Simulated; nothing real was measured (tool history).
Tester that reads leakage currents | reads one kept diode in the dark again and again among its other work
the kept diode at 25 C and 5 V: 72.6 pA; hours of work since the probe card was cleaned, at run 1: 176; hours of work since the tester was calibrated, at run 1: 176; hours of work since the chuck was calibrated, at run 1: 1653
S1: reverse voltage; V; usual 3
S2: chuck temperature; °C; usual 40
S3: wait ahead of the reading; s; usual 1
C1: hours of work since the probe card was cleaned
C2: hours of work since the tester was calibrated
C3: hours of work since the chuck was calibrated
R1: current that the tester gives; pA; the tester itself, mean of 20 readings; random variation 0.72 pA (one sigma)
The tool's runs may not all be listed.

| run | hour | S1 | S2 | S3 | C1 | C2 | C3 | R1 |
|---|---|---|---|---|---|---|---|---|
| 1 | 0 | 3 | 40 | 1 | 176 | 176 | 1653 | 237.93 |
| 2 | 131.3 | 3 | 40 | 1 | 261 | 261 | 1738 | 238.11 |
| 3 | 363 | 3 | 40 | 1 | 410 | 410 | 1888 | 239.18 |
| 4 | 585.2 | 3 | 40 | 1 | 554 | 554 | 2031 | 240.59 |
| 5 | 702.5 | 3 | 40 | 1 | 630 | 630 | 2107 | 239.32 |
| 6 | 861.1 | 3 | 40 | 1 | 732 | 732 | 2209 | 240.02 |
| 7 | 1000.5 | 3 | 27 | 1 | 822 | 822 | 2299 | 75.02 |
|  | 1158.7 | chuck's temperature calibrated |
| 8 | 1250.6 | 3 | 28 | 6.96 | 982 | 982 | 59 | 82.02 |
| 9 | 1409.6 | 3 | 34 | 4.91 | 1085 | 1085 | 162 | 141.82 |
| 10 | 1577.9 | 3 | 43 | 1.79 | 1194 | 1194 | 271 | 306.83 |
| 11 | 1807.9 | 3 | 43 | 1.79 | 1342 | 1342 | 419 | 308.45 |
| 12 | 1937.4 | 3 | 23 | 0.39 | 1426 | 1426 | 503 | 52.29 |
| 13 | 2140.6 | 6 | 22 | 0.39 | 1557 | 1557 | 634 | 59.66 |
| 14 | 2379.9 | 1.8 | 49 | 0.92 | 1712 | 1712 | 789 | 431.26 |

3 ways to go on from here, each from the tool as it stands after run 14. What would each give?
| A | 2537.7 | 1.8 | 49 | 7.37 | 1814 | 1814 | 891 | ? |
| B | 2537.7 | 2.89 | 31 | 1.31 | 1814 | 1814 | 891 | ? |
| C | 2537.7 | 8.84 | 49 | 0.92 | 1814 | 1814 | 891 | ? |

| run | R1 |
|---|---|
| A | 433.91 |
| B | 107.05 |
| C | 712.15 |
Without the tool's hidden state the same runs would have given:
| run | R1 |
|---|---|
| A | 434.02 |
| B | 107.04 |
| C | 712.22 |

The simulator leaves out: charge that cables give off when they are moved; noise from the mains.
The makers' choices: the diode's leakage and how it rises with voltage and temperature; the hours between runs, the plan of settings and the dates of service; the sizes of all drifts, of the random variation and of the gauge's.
